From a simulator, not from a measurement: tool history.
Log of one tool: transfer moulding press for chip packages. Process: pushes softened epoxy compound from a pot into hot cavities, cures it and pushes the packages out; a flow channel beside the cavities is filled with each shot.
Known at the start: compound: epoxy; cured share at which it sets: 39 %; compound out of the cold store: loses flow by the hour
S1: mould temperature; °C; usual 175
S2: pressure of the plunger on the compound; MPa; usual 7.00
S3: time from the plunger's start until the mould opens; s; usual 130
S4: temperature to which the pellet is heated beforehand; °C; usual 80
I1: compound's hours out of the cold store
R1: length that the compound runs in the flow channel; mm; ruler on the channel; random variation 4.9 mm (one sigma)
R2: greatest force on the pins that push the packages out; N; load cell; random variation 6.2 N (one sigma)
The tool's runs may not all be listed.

Run 1, hour 0.0: usual settings; I1 29.3. Result: R1 887 mm, R2 258 N.
Run 2, hour 35.7: usual settings; I1 35.2. Result: R1 873 mm, R2 357 N.
At hour 62.8: cavities cleaned with cleaning compound and waxed.
Run 3, hour 68.1: usual settings; I1 11.9. Result: R1 933 mm, R2 484 N.
Run 4, hour 99.8: usual settings; I1 35.1. Result: R1 874 mm, R2 495 N.
At hour 127.7: cavities cleaned with cleaning compound and waxed.
Run 5, hour 133.0: usual settings but S3 138 s; I1 34.5. Result: R1 866 mm, R2 260 N.
Run 6, hour 151.0: usual settings but S3 138 s; I1 9.1. Result: R1 951 mm, R2 334 N.
At hour 175.3: mould's thermocouples calibrated.
Run 7, hour 182.4: usual settings but S3 138 s; I1 43.3. Result: R1 821 mm, R2 378 N.
At hour 194.2: cavities cleaned with cleaning compound and waxed.
Run 8, hour 219.6: usual settings but S3 138 s; I1 43.0. Result: R1 818 mm, R2 305 N.
Run 9, hour 244.0: usual settings but S3 135 s; I1 42.8. Result: R1 819 mm, R2 363 N.
At hour 258.3: cavities cleaned with cleaning compound and waxed.
At hour 266.5: cavities cleaned with cleaning compound and waxed, once more.
Run 10, hour 281.8: usual settings but S3 135 s; I1 42.3. Result: R1 819 mm, R2 287 N.
Run 11, hour 307.0: usual settings but S3 135 s; I1 19.3. Result: R1 878 mm, R2 356 N.
At hour 331.0: cavities cleaned with cleaning compound and waxed.
Run 12, hour 334.4: usual settings but S3 132 s; I1 44.5. Result: R1 812 mm, R2 252 N.
Run 13, hour 362.3: usual settings; I1 19.8. Result: R1 875 mm, R2 346 N.
Run 14, hour 390.5: usual settings; I1 43.3. Result: R1 808 mm, R2 371 N.
At hour 395.5: cavities cleaned with cleaning compound and waxed.
Run 15, hour 414.6: usual settings; I1 25.2. Result: R1 855 mm, R2 312 N.
Run 16, hour 436.5: usual settings but S2 7.66 MPa, S3 110 s, S4 74 °C; I1 45.4. Result: R1 837 mm, R2 429 N.
At hour 458.2: cavities cleaned with cleaning compound and waxed.
Run 17, hour 458.2: usual settings but S2 6.49 MPa; I1 13.7. Result: R1 842 mm, R2 249 N.
Run 18, hour 490.6: usual settings but S2 6.49 MPa, S3 114 s, S4 73 °C; I1 26.7. Result: R1 802 mm, R2 407 N.
At hour 500.5: plunger's sealing rings changed.
Run 19, hour 517.3: usual settings but S1 178 °C, S4 84 °C; I1 34.2. Result: R1 854 mm, R2 363 N.
At hour 525.2: cavities cleaned with cleaning compound and waxed.
Run 20, hour 542.3: usual settings but S3 126 s, S4 72 °C; I1 20.1. Result: R1 919 mm, R2 313 N.
Run 21, hour 582.9: usual settings but S1 180 °C, S2 8.19 MPa, S3 125 s, S4 77 °C; I1 24.9. Result: R1 942 mm, R2 358 N.
At hour 587.7: cavities cleaned with cleaning compound and waxed.
Run 22, hour 610.2: usual settings but S1 180 °C, S2 8.19 MPa, S3 125 s, S4 77 °C; I1 20.2. Result: R1 961 mm, R2 306 N.

Forecast run 23:
Run 23, hour 636.2: usual settings but S2 8.19 MPa, S3 125 s, S4 76 °C; I1 41.7. Result: R1 ?, R2 ?.

{"run 23": {"R1": 910, "R2": 393}}
Without the tool's hidden state the same run would have given R1 923 mm, R2 249 N.
